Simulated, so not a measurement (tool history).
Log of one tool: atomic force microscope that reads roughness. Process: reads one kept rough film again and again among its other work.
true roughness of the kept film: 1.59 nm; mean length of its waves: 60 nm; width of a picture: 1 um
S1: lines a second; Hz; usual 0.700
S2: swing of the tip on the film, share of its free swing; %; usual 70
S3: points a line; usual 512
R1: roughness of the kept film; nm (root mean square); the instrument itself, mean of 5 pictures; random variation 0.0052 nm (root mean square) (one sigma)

run,hour,S1,S2,S3,R1
1,0.0,0.700,70,512,1.511
2,7.2,0.700,70,512,1.511
3,17.7,0.700,70,512,1.496
4,27.5,0.700,70,512,1.502
5,36.8,0.700,70,512,1.489
# hour 43.4: new tip fitted
6,45.9,0.700,70,512,1.545
7,56.4,0.700,70,512,1.538
8,64.2,0.700,70,512,1.540
9,68.9,0.882,59,823,1.533
10,74.6,2.481,87,823,1.391

Run 11 comes next. What will it give?
11,82.3,2.039,60,688,?

Run 11 gave R1 1.506 nm (root mean square).
Without the tool's hidden state the same run would have given R1 1.530 nm (root mean square).

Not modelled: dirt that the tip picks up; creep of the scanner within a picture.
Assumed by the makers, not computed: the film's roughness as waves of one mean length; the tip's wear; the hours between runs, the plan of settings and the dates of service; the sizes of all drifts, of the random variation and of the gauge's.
